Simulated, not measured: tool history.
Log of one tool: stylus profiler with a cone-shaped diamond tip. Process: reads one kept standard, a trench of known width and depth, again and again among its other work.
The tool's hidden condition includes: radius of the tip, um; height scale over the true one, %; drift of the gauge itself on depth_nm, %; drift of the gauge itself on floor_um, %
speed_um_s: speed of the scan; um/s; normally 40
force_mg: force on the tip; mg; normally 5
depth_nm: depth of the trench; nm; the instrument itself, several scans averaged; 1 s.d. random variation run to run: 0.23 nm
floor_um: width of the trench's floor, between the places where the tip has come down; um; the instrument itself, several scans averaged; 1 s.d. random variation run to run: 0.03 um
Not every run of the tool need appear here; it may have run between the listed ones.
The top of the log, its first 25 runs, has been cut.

| run | hour | speed_um_s | force_mg | scans with this tip | hours of work since the height scale was calibrated | depth_nm | floor_um |
|---|---|---|---|---|---|---|---|
| 26 | 303.4 | 65 | 2.27 | 1240 | 220 | 1013.14 | 15.62 |
| 27 | 312.6 | 61 | 14.45 | 1275 | 226 | 1043.95 | 15.89 |
| 28 | 325.3 | 61 | 14.45 | 1322 | 235 | 1044.04 | 15.82 |
| 29 | 336 | 61 | 14.45 | 1362 | 242 | 1043.58 | 15.87 |
| 30 | 345.6 | 20 | 2.33 | 1398 | 248 | 1012.87 | 15.94 |
| 31 | 358.7 | 88 | 5 | 1447 | 257 | 1021.57 | 15.74 |
| 32 | 374.9 | 56 | 5 | 1508 | 268 | 1021.91 | 15.8 |
| 33 | 384.1 | 35 | 13.78 | 1543 | 274 | 1042.49 | 15.91 |
| 34 | 397.3 | 14 | 2.17 | 1592 | 283 | 1012.53 | 15.92 |
| 35 | 411.1 | 128 | 12.17 | 1645 | 292 | 1039.53 | 15.78 |
| 36 | 422.3 | 34 | 4.3 | 1686 | 299 | 1019.91 | 15.85 |
| 37 | 436.6 | 70 | 7.18 | 1740 | 309 | 1028.08 | 15.8 |
| 38 | 454 | 21 | 2.22 | 1806 | 321 | 1012.79 | 15.88 |
| 39 | 464.6 | 58 | 6.68 | 1845 | 328 | 1026.93 | 15.79 |
| 40 | 474.3 | 58 | 4.45 | 1882 | 334 | 1020.21 | 15.78 |
| 41 | 490.7 | 58 | 4.45 | 1943 | 345 | 1020.1 | 15.81 |
| 42 | 507.9 | 58 | 7.49 | 2008 | 357 | 1028.7 | 15.82 |
| 43 | 518.6 | 113 | 9.84 | 2048 | 364 | 1034.25 | 15.72 |
| 44 | 532.6 | 113 | 2.48 | 2101 | 373 | 1013.31 | 15.46 |
| 45 | 540.9 | 13 | 4.43 | 2132 | 379 | 1020.04 | 15.94 |

4 ways to go on from here, each from the tool as it stands after run 45. What would each give?
| A | 551.2 | 20 | 13.85 | 2171 | 385 | ? | ? |
| B | 551.2 | 16 | 2.2 | 2171 | 385 | ? | ? |
| C | 551.2 | 51 | 2.42 | 2171 | 385 | ? | ? |
| D | 551.2 | 17 | 3.26 | 2171 | 385 | ? | ? |

| run | depth_nm | floor_um |
|---|---|---|
| A | 1043.12 | 15.92 |
| B | 1013.15 | 15.92 |
| C | 1013.35 | 15.78 |
| D | 1016.21 | 15.91 |
With no hidden state in the tool, these same runs would have given:
| run | depth_nm | floor_um |
|---|---|---|
| A | 1043.11 | 15.92 |
| B | 1013.15 | 15.93 |
| C | 1013.34 | 15.79 |
| D | 1016.2 | 15.91 |

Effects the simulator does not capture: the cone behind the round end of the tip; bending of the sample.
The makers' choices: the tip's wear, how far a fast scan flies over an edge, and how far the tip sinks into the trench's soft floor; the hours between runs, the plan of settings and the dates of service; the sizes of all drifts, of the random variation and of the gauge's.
